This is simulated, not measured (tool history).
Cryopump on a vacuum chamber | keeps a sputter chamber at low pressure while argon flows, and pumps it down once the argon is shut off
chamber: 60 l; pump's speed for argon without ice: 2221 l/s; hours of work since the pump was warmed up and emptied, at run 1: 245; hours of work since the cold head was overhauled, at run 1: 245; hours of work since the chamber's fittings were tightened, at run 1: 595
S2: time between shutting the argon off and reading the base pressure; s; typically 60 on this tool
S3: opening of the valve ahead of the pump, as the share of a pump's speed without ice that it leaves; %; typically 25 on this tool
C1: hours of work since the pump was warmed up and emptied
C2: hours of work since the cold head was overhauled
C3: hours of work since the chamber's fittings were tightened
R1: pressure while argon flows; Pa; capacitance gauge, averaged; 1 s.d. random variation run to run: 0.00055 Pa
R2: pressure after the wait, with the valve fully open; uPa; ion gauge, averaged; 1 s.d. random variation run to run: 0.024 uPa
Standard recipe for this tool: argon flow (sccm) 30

run 1 day=0.000 | argon_flow_(sccm)=30 S2=60 S3=25 | C1=245 C2=245 C3=595 | R1=0.0926 R2=1.58
run 2 day=0.496 | argon_flow_(sccm)=30 S2=60 S3=25 | C1=251 C2=251 C3=601 | R1=0.0921 R2=1.53
run 3 day=0.933 | argon_flow_(sccm)=30 S2=60 S3=25 | C1=256 C2=256 C3=606 | R1=0.0922 R2=1.59
run 4 day=1.379 | argon_flow_(sccm)=30 S2=60 S3=25 | C1=262 C2=262 C3=611 | R1=0.0932 R2=1.62
run 5 day=1.679 | argon_flow_(sccm)=30 S2=60 S3=25 | C1=265 C2=265 C3=615 | R1=0.0920 R2=1.66
run 6 day=2.096 | argon_flow_(sccm)=30 S2=60 S3=25 | C1=270 C2=270 C3=620 | R1=0.0930 R2=1.62
run 7 day=2.758 | argon_flow_(sccm)=30 S2=60 S3=25 | C1=278 C2=278 C3=628 | R1=0.0933 R2=1.64
run 8 day=3.258 | argon_flow_(sccm)=30 S2=60 S3=25 | C1=284 C2=284 C3=634 | R1=0.0924 R2=1.67
run 9 day=3.658 | argon_flow_(sccm)=30 S2=60 S3=25 | C1=289 C2=289 C3=639 | R1=0.0921 R2=1.61
run 10 day=4.058 | argon_flow_(sccm)=30 S2=93 S3=25 | C1=294 C2=294 C3=644 | R1=0.0938 R2=1.39
run 11 day=4.683 | argon_flow_(sccm)=30 S2=60 S3=25 | C1=301 C2=301 C3=651 | R1=0.0928 R2=1.73
run 12 day=5.021 | argon_flow_(sccm)=30 S2=60 S3=25 | C1=305 C2=305 C3=655 | R1=0.0924 R2=1.64
run 13 day=5.338 | argon_flow_(sccm)=30 S2=60 S3=25 | C1=309 C2=309 C3=659 | R1=0.0927 R2=1.66
run 14 day=5.742 | argon_flow_(sccm)=30 S2=60 S3=25 | C1=314 C2=314 C3=664 | R1=0.0930 R2=1.66
run 15 day=6.433 | argon_flow_(sccm)=30 S2=60 S3=25 | C1=322 C2=322 C3=672 | R1=0.0916 R2=1.69
run 16 day=7.125 | argon_flow_(sccm)=37 S2=60 S3=25 | C1=331 C2=331 C3=680 | R1=0.1140 R2=1.61
run 17 day=7.492 | argon_flow_(sccm)=18 S2=60 S3=25 | C1=335 C2=335 C3=685 | R1=0.0550 R2=1.70
run 18 day=8.000 | argon_flow_(sccm)=18 S2=60 S3=25 | C1=341 C2=341 C3=691 | R1=0.0558 R2=1.76
run 19 day=8.650 | argon_flow_(sccm)=41 S2=264 S3=40 | C1=349 C2=349 C3=699 | R1=0.0808 R2=1.09
run 20 day=8.950 | argon_flow_(sccm)=41 S2=264 S3=40 | C1=353 C2=353 C3=702 | R1=0.0816 R2=1.16
run 21 day=9.512 | argon_flow_(sccm)=21 S2=205 S3=38 | C1=359 C2=359 C3=709 | R1=0.0440 R2=1.18
run 22 day=9.950 | argon_flow_(sccm)=21 S2=205 S3=38 | C1=364 C2=364 C3=714 | R1=0.0435 R2=1.17
run 23 day=10.646 | argon_flow_(sccm)=30 S2=60 S3=21 | C1=373 C2=373 C3=723 | R1=0.1112 R2=1.79
run 24 day=10.950 | argon_flow_(sccm)=22 S2=202 S3=20 | C1=376 C2=376 C3=726 | R1=0.0842 R2=1.22
run 25 day=11.550 | argon_flow_(sccm)=40 S2=34 S3=56 | C1=384 C2=384 C3=733 | R1=0.0564 R2=2.26
run 26 day=12.058 | argon_flow_(sccm)=55 S2=298 S3=55 | C1=390 C2=390 C3=739 | R1=0.0786 R2=1.15
run 27 day=12.471 | argon_flow_(sccm)=55 S2=298 S3=55 | C1=395 C2=395 C3=744 | R1=0.0790 R2=1.18
run 28 day=12.938 | argon_flow_(sccm)=23 S2=60 S3=19 | C1=400 C2=400 C3=750 | R1=0.0938 R2=1.75
run 29 day=13.300 | argon_flow_(sccm)=14 S2=43 S3=19 | C1=405 C2=405 C3=754 | R1=0.0569 R2=2.02
run 30 day=13.954 | argon_flow_(sccm)=23 S2=39 S3=25 | C1=412 C2=412 C3=762 | R1=0.0704 R2=2.13
run 31 day=14.333 | argon_flow_(sccm)=32 S2=179 S3=22 | C1=417 C2=417 C3=767 | R1=0.1138 R2=1.36
run 32 day=14.712 | argon_flow_(sccm)=30 S2=169 S3=35 | C1=422 C2=422 C3=771 | R1=0.0664 R2=1.32
run 33 day=15.338 | argon_flow_(sccm)=14 S2=48 S3=35 | C1=429 C2=429 C3=779 | R1=0.0304 R2=1.95

Branching from run 33: 5 alternative next runs. What would each branch give?
run A day=15.754 | argon_flow_(sccm)=14 S2=48 S3=57 | C1=434 C2=434 C3=784 | R1=? R2=?
run B day=15.754 | argon_flow_(sccm)=14 S2=48 S3=17 | C1=434 C2=434 C3=784 | R1=? R2=?
run C day=15.754 | argon_flow_(sccm)=16 S2=36 S3=58 | C1=434 C2=434 C3=784 | R1=? R2=?
run D day=15.754 | argon_flow_(sccm)=14 S2=23 S3=21 | C1=434 C2=434 C3=784 | R1=? R2=?
run E day=15.754 | argon_flow_(sccm)=30 S2=176 S3=30 | C1=434 C2=434 C3=784 | R1=? R2=?

run=A R1=0.0197 R2=1.98
run=B R1=0.0632 R2=2.04
run=C R1=0.0223 R2=2.33
run=D R1=0.0510 R2=3.03
run=E R1=0.0783 R2=1.37
Without the tool's unlogged condition, the same runs would have read:
run=A R1=0.0187 R2=1.04
run=B R1=0.0622 R2=1.06
run=C R1=0.0213 R2=1.37
run=D R1=0.0500 R2=2.08
run=E R1=0.0763 R2=0.42
